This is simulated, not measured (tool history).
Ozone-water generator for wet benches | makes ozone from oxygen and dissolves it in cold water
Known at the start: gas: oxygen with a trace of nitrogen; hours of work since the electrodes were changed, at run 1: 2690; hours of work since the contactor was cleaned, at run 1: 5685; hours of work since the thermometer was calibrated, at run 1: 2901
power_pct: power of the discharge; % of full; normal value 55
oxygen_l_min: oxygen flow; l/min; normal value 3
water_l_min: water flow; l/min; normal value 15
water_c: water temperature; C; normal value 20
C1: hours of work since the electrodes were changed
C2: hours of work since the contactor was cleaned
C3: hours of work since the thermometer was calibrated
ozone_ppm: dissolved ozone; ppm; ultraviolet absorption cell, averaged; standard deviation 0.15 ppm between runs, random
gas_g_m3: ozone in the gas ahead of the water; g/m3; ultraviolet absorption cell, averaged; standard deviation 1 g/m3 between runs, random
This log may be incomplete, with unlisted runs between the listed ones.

{"run": 1, "day": 0.0, "power_pct": 55, "oxygen_l_min": 3, "water_l_min": 15, "water_c": 20, "C1": 2690, "C2": 5685, "C3": 2901, "ozone_ppm": 18.7, "gas_g_m3": 179.1}
{"run": 2, "day": 5.775, "power_pct": 55, "oxygen_l_min": 3, "water_l_min": 15, "water_c": 20, "C1": 2786, "C2": 5782, "C3": 2998, "ozone_ppm": 18.5, "gas_g_m3": 179.8}
{"run": 3, "day": 10.196, "power_pct": 55, "oxygen_l_min": 2.91, "water_l_min": 15, "water_c": 20, "C1": 2860, "C2": 5856, "C3": 3072, "ozone_ppm": 18.4, "gas_g_m3": 180.9}
{"run": 4, "day": 18.129, "power_pct": 55, "oxygen_l_min": 2.91, "water_l_min": 22, "water_c": 20, "C1": 2993, "C2": 5989, "C3": 3205, "ozone_ppm": 13.7, "gas_g_m3": 181}
{"run": 5, "day": 24.771, "power_pct": 55, "oxygen_l_min": 3, "water_l_min": 15, "water_c": 20, "C1": 3104, "C2": 6100, "C3": 3316, "ozone_ppm": 18.5, "gas_g_m3": 179.2}
{"run": 6, "day": 32.592, "power_pct": 55, "oxygen_l_min": 3, "water_l_min": 15, "water_c": 20, "C1": 3235, "C2": 6231, "C3": 3447, "ozone_ppm": 18.3, "gas_g_m3": 180.2}
{"run": 7, "day": 39.962, "power_pct": 67, "oxygen_l_min": 3, "water_l_min": 15, "water_c": 20, "C1": 3359, "C2": 6354, "C3": 3570, "ozone_ppm": 21.9, "gas_g_m3": 205.3}
{"run": 8, "day": 46.871, "power_pct": 67, "oxygen_l_min": 3, "water_l_min": 15, "water_c": 20, "C1": 3475, "C2": 6470, "C3": 3686, "ozone_ppm": 21.6, "gas_g_m3": 206.6}
{"run": 9, "day": 52.783, "power_pct": 55, "oxygen_l_min": 3, "water_l_min": 15, "water_c": 20, "C1": 3574, "C2": 6569, "C3": 3785, "ozone_ppm": 18.6, "gas_g_m3": 177}
{"run": 10, "day": 60.267, "power_pct": 55, "oxygen_l_min": 3, "water_l_min": 15, "water_c": 20, "C1": 3699, "C2": 6694, "C3": 3911, "ozone_ppm": 18.4, "gas_g_m3": 176.9}
{"run": 11, "day": 69.429, "power_pct": 55, "oxygen_l_min": 3, "water_l_min": 15, "water_c": 20, "C1": 3852, "C2": 6848, "C3": 4064, "ozone_ppm": 18.7, "gas_g_m3": 177.4}
{"run": 12, "day": 75.829, "power_pct": 55, "oxygen_l_min": 3, "water_l_min": 15, "water_c": 20, "C1": 3960, "C2": 6955, "C3": 4171, "ozone_ppm": 18.6, "gas_g_m3": 177}
{"run": 13, "day": 83.925, "power_pct": 54, "oxygen_l_min": 3, "water_l_min": 12, "water_c": 18, "C1": 4095, "C2": 7091, "C3": 4307, "ozone_ppm": 21.9, "gas_g_m3": 170.4}
{"day": 89.742, "done": "gauge calibrated"}
{"run": 14, "day": 91.567, "power_pct": 79, "oxygen_l_min": 2.2, "water_l_min": 23, "water_c": 15, "C1": 4223, "C2": 7219, "C3": 4435, "ozone_ppm": 17.2, "gas_g_m3": 283.6}
{"run": 15, "day": 97.946, "power_pct": 51, "oxygen_l_min": 2.2, "water_l_min": 23, "water_c": 15, "C1": 4330, "C2": 7325, "C3": 4542, "ozone_ppm": 12.1, "gas_g_m3": 199.2}
{"run": 16, "day": 106.683, "power_pct": 51, "oxygen_l_min": 2.2, "water_l_min": 23, "water_c": 15, "C1": 4476, "C2": 7472, "C3": 4688, "ozone_ppm": 12.2, "gas_g_m3": 197.6}
{"run": 17, "day": 112.062, "power_pct": 64, "oxygen_l_min": 2.22, "water_l_min": 12, "water_c": 20, "C1": 4566, "C2": 7562, "C3": 4778, "ozone_ppm": 23.9, "gas_g_m3": 235.9}

Estimate the outcome of run 18 from the log above:
{"run": 18, "day": 117.246, "power_pct": 67, "oxygen_l_min": 4.82, "water_l_min": 20, "water_c": 20, "C1": 4653, "C2": 7649, "C3": 4865, "ozone_ppm": "?", "gas_g_m3": "?"}

{"run 18": {"ozone_ppm": 18.4, "gas_g_m3": 164.6}}
With the hidden condition absent and the run-to-run variation left alone, this run would have shown ozone_ppm 18.4 ppm, gas_g_m3 166.2 g/m3.
